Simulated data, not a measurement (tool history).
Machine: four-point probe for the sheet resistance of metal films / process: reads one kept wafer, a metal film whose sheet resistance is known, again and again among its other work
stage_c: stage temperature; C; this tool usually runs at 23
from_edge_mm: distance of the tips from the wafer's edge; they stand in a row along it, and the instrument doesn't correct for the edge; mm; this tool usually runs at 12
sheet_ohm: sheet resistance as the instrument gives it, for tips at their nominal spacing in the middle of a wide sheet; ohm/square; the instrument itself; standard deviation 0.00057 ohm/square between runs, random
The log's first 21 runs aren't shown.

run	day	stage_c	from_edge_mm	touches since the probe head was changed	hours of work since the stage's thermometer was calibrated	sheet_ohm
22	81.583	23	12	62202	1234	2.823348
23	85.067	20	15	64113	1286	2.830088
24	89.104	23	27	66329	1347	2.818347
25	94.196	34	28	69121	1424	2.785235
26	96.883	34	37	70597	1465	2.783736
27	100.542	23	15	72604	1520	2.819712
28	103.129	23	15	74024	1560	2.820807
29	107.8	23	15	76586	1630	2.818078
30	110.171	20	14	77885	1666	2.83021
31	114.488	22	47	80255	1731	2.81933
# day 114.871: stage's thermometer calibrated
32	118.892	22	47	82658	61	2.820313
33	122.583	30	5	84684	117	2.818884
34	126.554	28	5	86863	177	2.825104
35	130.654	34	6	89112	239	2.798764

What does the tool deliver on the next run?
36	136.296	24	6	92207	324	?

Run 36 produced sheet_ohm 2.829546 ohm/square.
With the hidden condition absent and the run-to-run variation left alone, this run would have shown sheet_ohm 2.850345 ohm/square.
